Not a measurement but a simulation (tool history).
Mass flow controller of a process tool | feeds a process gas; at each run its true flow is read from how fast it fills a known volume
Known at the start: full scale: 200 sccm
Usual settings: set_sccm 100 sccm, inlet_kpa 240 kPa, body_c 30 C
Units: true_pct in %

run	hour	set_sccm	inlet_kpa	body_c	true_pct
1	0.0	100	240	30	97.64
2	121.6	100	240	30	97.45
3	188.3	100	240	30	97.46
4	332.5	100	240	30	97.32
5	479.7	100	240	33	96.83
6	626.3	100	240	21	97.78
7	725.1	55	240	21	97.01
8	807.7	55	240	21	96.86
9	948.1	55	240	21	96.69
10	1039.7	100	240	30	96.45
11	1124.8	100	240	30	96.33
12	1270.4	132	240	30	96.69
13	1381.4	132	240	30	96.52
14	1501.6	100	240	30	95.93
15	1630.7	100	141	30	96.23
16	1724.6	100	141	30	96.13
17	1836.3	28	141	30	94.92
# hour 1908.5: gauge calibrated
18	1987.6	93	163	30	97.92
19	2068.6	44	248	30	96.61
20	2169.1	40	248	22	97.19
21	2240.6	40	248	22	97.04
22	2362.0	40	248	22	96.95
23	2439.2	40	248	22	96.85
24	2516.2	52	171	22	97.38
25	2612.8	52	171	22	97.22
26	2684.7	113	240	22	97.73
27	2799.6	113	240	22	97.58
28	2945.8	32	177	21	96.47
29	3062.7	67	226	30	95.91
30	3142.5	100	215	30	96.31
31	3219.6	134	215	30	96.85
32	3293.4	134	215	30	96.66
33	3382.1	134	215	30	96.58
34	3455.9	86	159	34	95.72

The same runs without the tool's hidden state, with the same run-to-run variation:
The hidden state here: flow at rest that the sensor doesn't see, % of full scale; true flow over the shown one, %; drift of the gauge itself on true_pct, %.
run	true_pct
1	97.65
2	97.60
3	97.69
4	97.73
5	97.40
6	98.54
7	97.89
8	97.83
9	97.83
10	97.70
11	97.68
12	98.22
13	98.19
14	97.73
15	98.20
16	98.20
17	97.13
18	98.02
19	96.81
20	97.52
21	97.45
22	97.50
23	97.50
24	98.11
25	98.08
26	98.67
27	98.66
28	97.73
29	97.29
30	97.79
31	98.43
32	98.33
33	98.36
34	97.57
